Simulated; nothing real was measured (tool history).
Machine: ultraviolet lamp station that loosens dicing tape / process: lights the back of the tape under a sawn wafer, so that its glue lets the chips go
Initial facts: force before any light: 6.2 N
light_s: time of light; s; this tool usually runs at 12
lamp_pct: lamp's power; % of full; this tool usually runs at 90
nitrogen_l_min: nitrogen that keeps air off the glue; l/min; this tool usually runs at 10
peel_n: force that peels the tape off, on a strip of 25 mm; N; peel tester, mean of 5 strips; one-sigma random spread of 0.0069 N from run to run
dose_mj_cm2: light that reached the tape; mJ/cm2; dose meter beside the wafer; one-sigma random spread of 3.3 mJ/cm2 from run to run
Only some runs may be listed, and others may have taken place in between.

run,hour,light_s,lamp_pct,nitrogen_l_min,peel_n,dose_mj_cm2
1,0,12,90,10,0.254,485
2,13,12,90,14,0.239,483
3,29.7,8,90,14,0.362,328
4,50.6,8,90,14,0.352,323
5,69,12,90,7,0.284,481
6,83.8,12,90,7,0.302,479
7,96.3,12,90,7,0.302,478
8,110.4,12,71,10,0.327,382
9,122.5,12,90,10,0.247,476
# hour 124.3: window cleaned of glue's vapour
10,132.4,12,90,10,0.259,466
11,148.2,10,64,11,0.56,275
12,166.4,10,66,4,1.018,281
13,182.3,8,65,3,1.719,225
14,196.3,8,65,3,1.661,218
15,216.2,17,90,10,0.206,647
16,233.7,9,81,19,0.344,312
# hour 235.7: window cleaned of glue's vapour, once more
17,251.3,16,78,18,0.221,562
18,262.4,8,84,10,0.5,302
19,272,12,73,20,0.258,390
20,291.2,16,61,3,0.587,435

Here are 5 independent what-if runs from the current tool condition. What would each one return?
A,300.8,11,76,7,?,?
B,300.8,6,90,10,?,?
C,300.8,16,80,3,?,?
D,300.8,16,84,3,?,?
E,300.8,12,90,13,?,?

run,peel_n,dose_mj_cm2
A,0.439,370
B,0.765,240
C,0.376,564
D,0.371,593
E,0.245,474
Had the tool no hidden state, the same runs would have come out as:
run,peel_n,dose_mj_cm2
A,0.372,409
B,0.641,265
C,0.323,624
D,0.321,656
E,0.232,524

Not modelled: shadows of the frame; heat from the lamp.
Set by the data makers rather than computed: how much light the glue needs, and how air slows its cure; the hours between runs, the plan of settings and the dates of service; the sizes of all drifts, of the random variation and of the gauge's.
